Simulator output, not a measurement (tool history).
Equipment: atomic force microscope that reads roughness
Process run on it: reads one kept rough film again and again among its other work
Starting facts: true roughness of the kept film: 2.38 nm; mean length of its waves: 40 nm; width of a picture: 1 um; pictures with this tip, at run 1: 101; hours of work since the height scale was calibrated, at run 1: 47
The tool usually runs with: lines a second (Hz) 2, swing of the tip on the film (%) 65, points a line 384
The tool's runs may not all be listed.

| run | hour | lines a second (Hz) | swing of the tip on the film (%) | points a line | pictures with this tip | hours of work since the height scale was calibrated | roughness of the kept film (nm (root mean square)) |
|---|---|---|---|---|---|---|---|
| 1 | 0 | 2 | 65 | 384 | 101 | 47 | 2.208 |
| 2 | 9.5 | 2 | 65 | 355 | 111 | 51 | 2.2 |
| 3 | 18.9 | 2 | 65 | 355 | 120 | 55 | 2.212 |
| 4 | 24.6 | 2 | 65 | 355 | 126 | 58 | 2.204 |
| 5 | 36.2 | 2 | 65 | 384 | 137 | 63 | 2.2 |
| 6 | 44.6 | 2 | 80 | 384 | 146 | 67 | 2.116 |
| 7 | 55 | 2 | 80 | 384 | 156 | 71 | 2.114 |
| 8 | 62.8 | 2 | 80 | 384 | 164 | 75 | 2.112 |
| 9 | 68.7 | 2 | 80 | 384 | 170 | 77 | 2.112 |
| 10 | 78.4 | 0.72 | 80 | 370 | 180 | 82 | 2.199 |
| 11 | 88 | 2.97 | 65 | 335 | 189 | 86 | 2.162 |
| 12 | 96.9 | 2.97 | 81 | 438 | 198 | 90 | 2.031 |
|  | 99 | height scale calibrated on a step standard |
| 13 | 104.2 | 3.14 | 69 | 427 | 205 | 2 | 2.125 |
| 14 | 110.6 | 3.14 | 69 | 427 | 211 | 5 | 2.125 |
| 15 | 117.3 | 2 | 74 | 746 | 218 | 8 | 2.144 |
| 16 | 123.9 | 0.69 | 55 | 292 | 224 | 11 | 2.224 |
|  | 126.6 | height scale calibrated on a step standard, once more |
| 17 | 136.3 | 0.69 | 55 | 292 | 236 | 4 | 2.227 |

Branching from run 17: 5 alternative next runs. What would each branch give?
| A | 143.4 | 2 | 83 | 384 | 243 | 7 | ? |
| B | 143.4 | 2 | 65 | 607 | 243 | 7 | ? |
| C | 143.4 | 0.69 | 82 | 292 | 243 | 7 | ? |
| D | 143.4 | 0.69 | 55 | 629 | 243 | 7 | ? |
| E | 143.4 | 0.69 | 85 | 316 | 243 | 7 | ? |

| run | roughness of the kept film (nm (root mean square)) |
|---|---|
| A | 2.074 |
| B | 2.179 |
| C | 2.175 |
| D | 2.234 |
| E | 2.162 |
Stripped of hidden state, with their random variation kept, the same runs would have yielded:
| run | roughness of the kept film (nm (root mean square)) |
|---|---|
| A | 2.137 |
| B | 2.245 |
| C | 2.241 |
| D | 2.302 |
| E | 2.228 |

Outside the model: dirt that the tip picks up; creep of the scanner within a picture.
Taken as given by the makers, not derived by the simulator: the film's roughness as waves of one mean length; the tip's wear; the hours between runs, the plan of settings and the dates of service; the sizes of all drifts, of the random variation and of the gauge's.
